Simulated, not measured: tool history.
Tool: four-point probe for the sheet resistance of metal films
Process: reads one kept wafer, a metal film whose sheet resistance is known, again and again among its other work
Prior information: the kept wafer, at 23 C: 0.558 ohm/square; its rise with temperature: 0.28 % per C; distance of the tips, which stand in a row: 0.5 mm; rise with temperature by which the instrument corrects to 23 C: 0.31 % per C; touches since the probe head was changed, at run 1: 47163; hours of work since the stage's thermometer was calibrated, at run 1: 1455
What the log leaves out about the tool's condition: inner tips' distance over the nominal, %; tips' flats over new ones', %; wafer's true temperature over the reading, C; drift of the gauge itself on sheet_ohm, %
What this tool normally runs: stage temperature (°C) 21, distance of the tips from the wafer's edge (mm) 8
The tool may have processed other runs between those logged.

| run | day | stage temperature (°C) | distance of the tips from the wafer's edge (mm) | touches since the probe head was changed | hours of work since the stage's thermometer was calibrated | sheet resistance as the instrument gives it (ohm/square) |
|---|---|---|---|---|---|---|
| 1 | 0 | 21 | 8 | 47163 | 1455 | 0.559277 |
| 2 | 4.083 | 21 | 8 | 48480 | 1517 | 0.559432 |
| 3 | 7.35 | 34 | 8 | 49533 | 1567 | 0.557104 |
| 4 | 9.171 | 34 | 8 | 50122 | 1595 | 0.557356 |
| 5 | 12.038 | 34 | 8 | 51046 | 1638 | 0.55737 |
| 6 | 15.683 | 34 | 8 | 52222 | 1694 | 0.557281 |
| 7 | 19.767 | 21 | 8 | 53539 | 1756 | 0.559429 |
| 8 | 23.254 | 29 | 8 | 54665 | 1810 | 0.558095 |
| 9 | 26.821 | 29 | 8 | 55814 | 1864 | 0.557911 |
| 10 | 30.754 | 29 | 8 | 57084 | 1924 | 0.558174 |
| 11 | 34.012 | 21 | 8 | 58135 | 1974 | 0.559548 |
| 12 | 36.958 | 21 | 8 | 59085 | 2019 | 0.559393 |
|  | 37.238 | stage's thermometer calibrated |
| 13 | 40.325 | 21 | 17 | 60164 | 47 | 0.558562 |
| 14 | 43.183 | 21 | 17 | 61087 | 91 | 0.55848 |
| 15 | 47 | 21 | 8 | 62318 | 149 | 0.559322 |
| 16 | 49.346 | 21 | 8 | 63075 | 185 | 0.559382 |
| 17 | 51.567 | 21 | 8 | 63791 | 219 | 0.559344 |
| 18 | 55.375 | 21 | 4 | 65019 | 277 | 0.562811 |
| 19 | 58.392 | 21 | 4 | 65992 | 323 | 0.562933 |
| 20 | 60.917 | 21 | 4 | 66808 | 362 | 0.562963 |
| 21 | 63.329 | 21 | 4 | 67585 | 399 | 0.563023 |
| 22 | 66.2 | 21 | 4 | 68511 | 442 | 0.562797 |
| 23 | 70.2 | 21 | 4 | 69802 | 504 | 0.563033 |
|  | 71.004 | new probe head fitted |
| 24 | 72.712 | 23 | 4 | 551 | 541 | 0.562666 |
| 25 | 75.229 | 19 | 8 | 1363 | 580 | 0.559845 |
| 26 | 78.025 | 19 | 53 | 2265 | 622 | 0.558916 |
| 27 | 81.342 | 19 | 53 | 3334 | 673 | 0.558761 |
| 28 | 83.608 | 19 | 71 | 4065 | 708 | 0.558651 |
| 29 | 87.2 | 32 | 32 | 5224 | 763 | 0.556623 |
| 30 | 89.283 | 21 | 21 | 5896 | 794 | 0.558362 |
| 31 | 91.675 | 19 | 6 | 6667 | 831 | 0.560838 |
| 32 | 94.192 | 21 | 9 | 7479 | 869 | 0.559231 |
| 33 | 97.104 | 25 | 14 | 8419 | 914 | 0.558093 |
| 34 | 100.433 | 24 | 7 | 9493 | 965 | 0.559243 |
| 35 | 102.892 | 35 | 13 | 10287 | 1002 | 0.556425 |
| 36 | 104.75 | 32 | 56 | 10886 | 1031 | 0.556466 |
| 37 | 107.217 | 21 | 22 | 11681 | 1068 | 0.558339 |
| 38 | 111.204 | 26 | 4 | 12968 | 1129 | 0.562201 |
| 39 | 113.488 | 34 | 8 | 13704 | 1164 | 0.557224 |
| 40 | 117.588 | 23 | 12 | 15026 | 1227 | 0.558344 |
| 41 | 119.329 | 25 | 12 | 15588 | 1253 | 0.558154 |
| 42 | 122.362 | 25 | 12 | 16567 | 1300 | 0.558201 |
| 43 | 125.862 | 29 | 7 | 17697 | 1353 | 0.558433 |
| 44 | 127.654 | 26 | 3 | 18274 | 1381 | 0.565542 |
| 45 | 131.171 | 26 | 3 | 19408 | 1434 | 0.565775 |

3 options for the next run, each taken on its own from the tool as it stands now. Forecast them:
| A | 133.233 | 20 | 48 | 20073 | 1466 | ? |
| B | 133.233 | 26 | 38 | 20073 | 1466 | ? |
| C | 133.233 | 21 | 42 | 20073 | 1466 | ? |

| run | sheet resistance as the instrument gives it (ohm/square) |
|---|---|
| A | 0.558507 |
| B | 0.557304 |
| C | 0.558199 |
Stripped of hidden state, with their random variation kept, the same runs would have yielded:
| run | sheet resistance as the instrument gives it (ohm/square) |
|---|---|
| A | 0.558568 |
| B | 0.557365 |
| C | 0.55826 |

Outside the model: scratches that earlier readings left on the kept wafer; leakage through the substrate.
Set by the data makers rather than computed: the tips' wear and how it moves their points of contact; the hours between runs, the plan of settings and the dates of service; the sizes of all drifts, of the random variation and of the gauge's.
